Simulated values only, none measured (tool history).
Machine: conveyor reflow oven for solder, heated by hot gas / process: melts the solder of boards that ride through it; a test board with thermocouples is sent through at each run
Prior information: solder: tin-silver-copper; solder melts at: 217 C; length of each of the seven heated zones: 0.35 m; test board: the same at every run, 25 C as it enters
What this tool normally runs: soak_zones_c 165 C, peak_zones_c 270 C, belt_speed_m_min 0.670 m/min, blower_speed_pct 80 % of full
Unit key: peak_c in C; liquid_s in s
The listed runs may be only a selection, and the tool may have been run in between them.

Run 1, hour 0.0: usual settings. Result: peak_c 258.3 C, liquid_s 48.8 s.
Run 2, hour 53.6: usual settings. Result: peak_c 258.0 C, liquid_s 48.9 s.
Run 3, hour 100.1: usual settings but belt_speed_m_min 0.729 m/min. Result: peak_c 255.5 C, liquid_s 42.9 s.
Run 4, hour 146.0: usual settings but belt_speed_m_min 0.729 m/min. Result: peak_c 255.7 C, liquid_s 43.3 s.
Run 5, hour 179.3: usual settings but belt_speed_m_min 0.729 m/min. Result: peak_c 255.6 C, liquid_s 43.4 s.
Run 6, hour 231.1: usual settings but belt_speed_m_min 0.702 m/min. Result: peak_c 256.8 C, liquid_s 45.6 s.
Run 7, hour 256.6: usual settings but belt_speed_m_min 0.702 m/min. Result: peak_c 256.5 C, liquid_s 45.5 s.
Run 8, hour 300.1: usual settings but soak_zones_c 176 C. Result: peak_c 259.5 C, liquid_s 52.4 s.
Run 9, hour 354.9: usual settings but soak_zones_c 176 C, belt_speed_m_min 0.767 m/min. Result: peak_c 255.4 C, liquid_s 43.4 s.
At hour 401.6: flux residue cleaned out of gas plates and filters.
Run 10, hour 412.5: usual settings but soak_zones_c 166 C, belt_speed_m_min 0.767 m/min. Result: peak_c 255.4 C, liquid_s 40.9 s.
Run 11, hour 442.4: usual settings but soak_zones_c 166 C, belt_speed_m_min 0.767 m/min. Result: peak_c 255.2 C, liquid_s 41.0 s.
Run 12, hour 500.0: usual settings. Result: peak_c 258.9 C, liquid_s 49.5 s.
Run 13, hour 559.7: usual settings. Result: peak_c 259.3 C, liquid_s 49.7 s.
Run 14, hour 617.3: usual settings. Result: peak_c 259.1 C, liquid_s 49.3 s.
Run 15, hour 679.2: usual settings. Result: peak_c 259.7 C, liquid_s 49.9 s.
Run 16, hour 712.5: usual settings. Result: peak_c 259.3 C, liquid_s 49.5 s.
Run 17, hour 765.5: usual settings but belt_speed_m_min 0.617 m/min, blower_speed_pct 83 % of full. Result: peak_c 261.9 C, liquid_s 55.9 s.
At hour 821.5: flux residue cleaned out of gas plates and filters.
Run 18, hour 828.6: usual settings but peak_zones_c 279 C, blower_speed_pct 60 % of full. Result: peak_c 263.8 C, liquid_s 51.2 s.
Run 19, hour 883.7: usual settings but peak_zones_c 279 C, belt_speed_m_min 0.585 m/min, blower_speed_pct 65 % of full. Result: peak_c 269.9 C, liquid_s 62.3 s.
Run 20, hour 918.7: usual settings but peak_zones_c 258 C, belt_speed_m_min 0.757 m/min, blower_speed_pct 65 % of full. Result: peak_c 242.7 C, liquid_s 33.3 s.
At hour 940.1: belt drive overhauled, speed set with a stopwatch.
Run 21, hour 957.7: usual settings but soak_zones_c 177 C, peak_zones_c 277 C, belt_speed_m_min 0.721 m/min, blower_speed_pct 59 % of full. Result: peak_c 260.8 C, liquid_s 48.2 s.
Run 22, hour 1005.8: usual settings but soak_zones_c 176 C, peak_zones_c 284 C, belt_speed_m_min 0.587 m/min. Result: peak_c 277.4 C, liquid_s 66.9 s.
Run 23, hour 1061.3: usual settings but soak_zones_c 176 C, peak_zones_c 284 C, belt_speed_m_min 0.587 m/min. Result: peak_c 277.9 C, liquid_s 67.0 s.
At hour 1121.3: thermocouples of zones 6 and 7 changed.
Run 24, hour 1122.9: usual settings but soak_zones_c 176 C, peak_zones_c 284 C, belt_speed_m_min 0.587 m/min, blower_speed_pct 87 % of full. Result: peak_c 275.0 C, liquid_s 66.0 s.
Run 25, hour 1168.8: usual settings but soak_zones_c 176 C, peak_zones_c 281 C, belt_speed_m_min 0.675 m/min. Result: peak_c 268.0 C, liquid_s 54.8 s.
Run 26, hour 1196.3: usual settings but soak_zones_c 176 C, peak_zones_c 281 C, belt_speed_m_min 0.675 m/min. Result: peak_c 267.8 C, liquid_s 54.7 s.
Run 27, hour 1223.7: usual settings but soak_zones_c 176 C, peak_zones_c 266 C, belt_speed_m_min 0.658 m/min. Result: peak_c 255.4 C, liquid_s 50.7 s.
At hour 1250.4: flux residue cleaned out of gas plates and filters.
Run 28, hour 1272.4: usual settings but blower_speed_pct 69 % of full. Result: peak_c 255.1 C, liquid_s 47.0 s.
Run 29, hour 1333.7: usual settings but soak_zones_c 168 C, belt_speed_m_min 0.606 m/min. Result: peak_c 260.5 C, liquid_s 56.8 s.

Each row is a separate what-if for the run after 29, all from the same tool condition, not one after another. Results?
Run A, hour 1367.8: usual settings but peak_zones_c 276 C. Result: peak_c ?, liquid_s ?.
Run B, hour 1367.8: usual settings but soak_zones_c 155 C, peak_zones_c 276 C. Result: peak_c ?, liquid_s ?.
Run C, hour 1367.8: usual settings but belt_speed_m_min 0.568 m/min. Result: peak_c ?, liquid_s ?.
Run D, hour 1367.8: usual settings but soak_zones_c 157 C, belt_speed_m_min 0.606 m/min, blower_speed_pct 89 % of full. Result: peak_c ?, liquid_s ?.

run  peak_c  liquid_s
  A   262.9      51.0
  B   261.8      48.0
  C   261.6      60.5
  D   261.1      54.4
Stripped of hidden state, with their random variation kept, the same runs would have yielded:
run  peak_c  liquid_s
  A   262.5      50.7
  B   261.5      47.7
  C   261.1      60.1
  D   260.7      54.1

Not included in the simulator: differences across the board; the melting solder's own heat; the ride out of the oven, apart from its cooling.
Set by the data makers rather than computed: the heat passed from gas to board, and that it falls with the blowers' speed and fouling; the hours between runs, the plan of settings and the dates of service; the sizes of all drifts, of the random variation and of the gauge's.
